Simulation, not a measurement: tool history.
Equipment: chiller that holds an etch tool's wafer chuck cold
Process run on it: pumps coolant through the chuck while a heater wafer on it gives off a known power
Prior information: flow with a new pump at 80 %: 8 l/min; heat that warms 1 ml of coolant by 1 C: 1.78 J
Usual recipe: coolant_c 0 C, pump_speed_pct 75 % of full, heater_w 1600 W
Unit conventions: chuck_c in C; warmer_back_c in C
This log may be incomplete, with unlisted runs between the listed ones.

run    hour  coolant_c  pump_speed_pct  heater_w  chuck_c  warmer_back_c
  1     0.0          0              75      1600     13.6           7.41
  2    48.6          0              75      1600     13.4           7.49
  3    81.6          6              75      1600     19.4           7.39
  4   121.1          6              75      1600     19.6           7.47
  5   146.9          6              75      1600     19.6           7.39
  6   196.5          0              75      2375     19.8          10.97
  7   225.5          0              75      1600     13.5           7.48
  8   254.8          0              75      1805     15.2           8.47
  9   280.1          0              75      1805     15.5           8.47
 10   312.8          0              75      1600     13.5           7.49
 11   355.5          0              75      1600     13.7           7.50
 12   398.4          0              75      1600     13.6           7.51
 13   425.5          0              67      1600     15.0           8.44
 14   463.1          0              67      1600     14.9           8.44
 15   487.3          0              67      1751     16.3           9.24
 16   533.0          0              67      1751     16.2           9.26
 17   571.0          0              71      1600     14.5           8.00
 18   623.5          0              71      1600     14.4           7.92
 19   648.3         -1              71      2268     19.4          11.26
 20   679.2         -1              86      2268     16.6           9.10
 21   702.5          1              71      1037     10.5           5.15
 22   738.4          7              84      1567     19.3           6.54
 23   775.4         -7              93      1011      0.3           3.80
 24   805.9         -7              93      1011      0.4           3.79
 25   832.4         -7              75      1662      7.5           7.83
 26   879.6         -7              75      1662      7.4           7.82
 27   906.4         -7              75      1662      7.3           7.89
 28   930.5         10              76      1537     23.2           7.12
 29   971.2         10              76      1537     23.2           7.17
 30   993.9          2              75      1187     12.3           5.62
 31  1027.2          9              75      1600     22.9           7.58

Below are 5 alternative next runs, each starting from the tool's condition after run 31. Predict each:
  A  1055.0          0              75      1246        ?              ?
  B  1055.0         -3              62       976        ?              ?
  C  1055.0          1              89      1600        ?              ?
  D  1055.0         -1              75      1880        ?              ?
  E  1055.0          7              90      1600        ?              ?

run  chuck_c  warmer_back_c
  A     10.8           5.92
  B      7.0           5.65
  C     13.3           6.30
  D     15.4           8.85
  E     19.2           6.21
Had the tool no hidden state, the same runs would have come out as:
run  chuck_c  warmer_back_c
  A      9.1           5.65
  B      5.5           5.39
  C     11.4           6.01
  D     13.0           8.45
  E     17.3           5.92
